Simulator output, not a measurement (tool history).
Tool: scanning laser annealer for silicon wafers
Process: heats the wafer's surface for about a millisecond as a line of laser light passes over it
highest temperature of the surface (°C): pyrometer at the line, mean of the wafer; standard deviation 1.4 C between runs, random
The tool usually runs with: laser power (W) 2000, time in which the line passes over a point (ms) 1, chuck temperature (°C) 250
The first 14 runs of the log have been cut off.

run     day  laser power (W)  time in which the line passes over a point (ms)  chuck temperature (°C)  highest temperature of the surface (°C)
     10.146  -- window over the wafer cleaned, once more
 15  10.733             2000                                                1                     250                                     1075
 16  11.392             2000                                                1                     250                                     1072
 17  11.992             2000                                                1                     260                                     1081
 18  12.592             2000                                                1                     260                                     1082
 19  13.221             2000                                                1                     260                                     1081
 20  13.788             2000                                                1                     260                                     1081
 21  14.408             1904                                                1                     260                                     1040
 22  14.838             2182                                                1                     234                                     1128
 23  15.317             2182                                                1                     234                                     1127
 24  15.788             1880                                             1.07                     216                                     1015
 25  16.588             1880                                             1.07                     216                                     1013
 26  17.033             2000                                              1.2                     243                                     1153
 27  17.462             1878                                             0.75                     277                                      924
 28  17.946             1878                                             0.75                     277                                      926
 29  18.362             1878                                             0.75                     277                                      926
 30  18.817             1815                                             0.87                     276                                      960
 31  19.583             2000                                             0.73                     250                                      932
 32  20.092             1715                                                1                     241                                      936
 33  20.729             2112                                             1.17                     258                                     1204
 34  21.192             2112                                             1.17                     258                                     1203
 35  21.938             1748                                             1.13                     250                                     1012
 36  22.617             1840                                             0.97                     234                                      966
 37  23.275             1840                                             0.97                     234                                      968
 38  23.846             1840                                             0.97                     234                                      969
 39  24.767             2185                                             0.81                     268                                     1056

What if the next run were any one of these 3? Each begins from the tool's condition after run 39:
  A  25.688             2185                                              0.9                     235                                        ?
  B  25.688             2000                                             0.84                     250                                        ?
  C  25.688             2000                                             0.74                     258                                        ?

run  highest temperature of the surface (°C)
  A                                     1072
  B                                      984
  C                                      938
With the hidden condition removed and each run's random variation left untouched, the same runs would have given:
run  highest temperature of the surface (°C)
  A                                     1086
  B                                      996
  C                                      950
